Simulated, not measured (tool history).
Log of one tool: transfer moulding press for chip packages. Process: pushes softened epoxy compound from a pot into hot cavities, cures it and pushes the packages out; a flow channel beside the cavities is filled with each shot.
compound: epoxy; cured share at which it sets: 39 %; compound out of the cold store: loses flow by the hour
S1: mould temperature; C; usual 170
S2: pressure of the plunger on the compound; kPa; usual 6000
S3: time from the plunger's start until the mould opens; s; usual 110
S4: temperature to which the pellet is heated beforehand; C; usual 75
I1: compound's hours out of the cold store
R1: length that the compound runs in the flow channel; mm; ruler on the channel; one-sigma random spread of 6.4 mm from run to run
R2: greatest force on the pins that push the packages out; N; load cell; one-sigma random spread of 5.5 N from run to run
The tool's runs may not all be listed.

run 1 day=0.000 | S1=170 S2=6000 S3=110 S4=75 | I1=12.5 | R1=887 R2=198
-- day=2.188 cavities cleaned with cleaning compound and waxed
run 2 day=2.421 | S1=170 S2=6000 S3=110 S4=75 | I1=39.4 | R1=763 R2=205
run 3 day=4.029 | S1=170 S2=6000 S3=110 S4=71 | I1=24.2 | R1=819 R2=258
-- day=4.317 cavities cleaned with cleaning compound and waxed
-- day=6.362 cavities cleaned with cleaning compound and waxed
run 4 day=7.625 | S1=170 S2=6000 S3=110 S4=76 | I1=19.8 | R1=824 R2=242
-- day=8.433 cavities cleaned with cleaning compound and waxed
-- day=10.629 cavities cleaned with cleaning compound and waxed
run 5 day=10.817 | S1=174 S2=6000 S3=110 S4=75 | I1=14.1 | R1=830 R2=203
-- day=12.825 cavities cleaned with cleaning compound and waxed
run 6 day=14.062 | S1=174 S2=6000 S3=110 S4=75 | I1=23.5 | R1=763 R2=239
-- day=14.896 cavities cleaned with cleaning compound and waxed
-- day=17.117 cavities cleaned with cleaning compound and waxed
run 7 day=17.462 | S1=174 S2=6000 S3=110 S4=75 | I1=29.6 | R1=745 R2=197
-- day=19.383 cavities cleaned with cleaning compound and waxed
-- day=19.867 mould's thermocouples calibrated
run 8 day=21.138 | S1=174 S2=6000 S3=110 S4=75 | I1=38.3 | R1=684 R2=240
-- day=21.688 cavities cleaned with cleaning compound and waxed
run 9 day=22.762 | S1=170 S2=6000 S3=110 S4=75 | I1=46.7 | R1=656 R2=230
-- day=23.946 plunger's sealing rings changed
-- day=24.008 cavities cleaned with cleaning compound and waxed
-- day=26.371 cavities cleaned with cleaning compound and waxed
run 10 day=26.488 | S1=170 S2=6000 S3=110 S4=75 | I1=31.7 | R1=788 R2=195
run 11 day=28.158 | S1=170 S2=6000 S3=110 S4=75 | I1=22.3 | R1=827 R2=245
-- day=28.567 cavities cleaned with cleaning compound and waxed
-- day=30.825 cavities cleaned with cleaning compound and waxed
run 12 day=31.029 | S1=170 S2=6000 S3=110 S4=75 | I1=18.3 | R1=839 R2=204
-- day=32.892 cavities cleaned with cleaning compound and waxed
run 13 day=34.088 | S1=170 S2=6000 S3=110 S4=75 | I1=44.9 | R1=707 R2=244
-- day=35.158 cavities cleaned with cleaning compound and waxed
-- day=37.304 cavities cleaned with cleaning compound and waxed
run 14 day=37.429 | S1=171 S2=5790 S3=110 S4=71 | I1=13.1 | R1=807 R2=184
-- day=39.367 cavities cleaned with cleaning compound and waxed
run 15 day=39.575 | S1=171 S2=5790 S3=110 S4=71 | I1=47.6 | R1=664 R2=192
-- day=41.429 cavities cleaned with cleaning compound and waxed
run 16 day=43.300 | S1=171 S2=5790 S3=110 S4=71 | I1=36.0 | R1=705 R2=260
-- day=43.683 cavities cleaned with cleaning compound and waxed
-- day=45.788 cavities cleaned with cleaning compound and waxed
run 17 day=46.892 | S1=171 S2=5790 S3=110 S4=71 | I1=15.0 | R1=772 R2=232
-- day=48.038 plunger's sealing rings changed
-- day=48.100 cavities cleaned with cleaning compound and waxed
run 18 day=49.329 | S1=170 S2=5610 S3=110 S4=74 | I1=44.0 | R1=712 R2=252
-- day=50.267 cavities cleaned with cleaning compound and waxed
run 19 day=51.975 | S1=170 S2=6000 S3=124 S4=75 | I1=46.4 | R1=734 R2=263
-- day=52.554 cavities cleaned with cleaning compound and waxed
run 20 day=54.521 | S1=170 S2=6000 S3=124 S4=75 | I1=24.3 | R1=813 R2=258
-- day=54.821 cavities cleaned with cleaning compound and waxed
-- day=56.867 cavities cleaned with cleaning compound and waxed
run 21 day=56.867 | S1=174 S2=6770 S3=110 S4=75 | I1=12.1 | R1=881 R2=187
-- day=59.033 cavities cleaned with cleaning compound and waxed
run 22 day=60.483 | S1=171 S2=6770 S3=110 S4=79 | I1=35.9 | R1=783 R2=250
-- day=61.117 cavities cleaned with cleaning compound and waxed
run 23 day=62.758 | S1=171 S2=6770 S3=110 S4=79 | I1=22.3 | R1=834 R2=254

Expected results for the next run?
-- day=63.208 cavities cleaned with cleaning compound and waxed
-- day=65.338 cavities cleaned with cleaning compound and waxed
run 24 day=66.612 | S1=167 S2=6770 S3=110 S4=79 | I1=20.8 | R1=? R2=?

{"run 24": {"R1": 857, "R2": 277}}
Without the tool's hidden state the same run would have given R1 925 mm, R2 198 N.
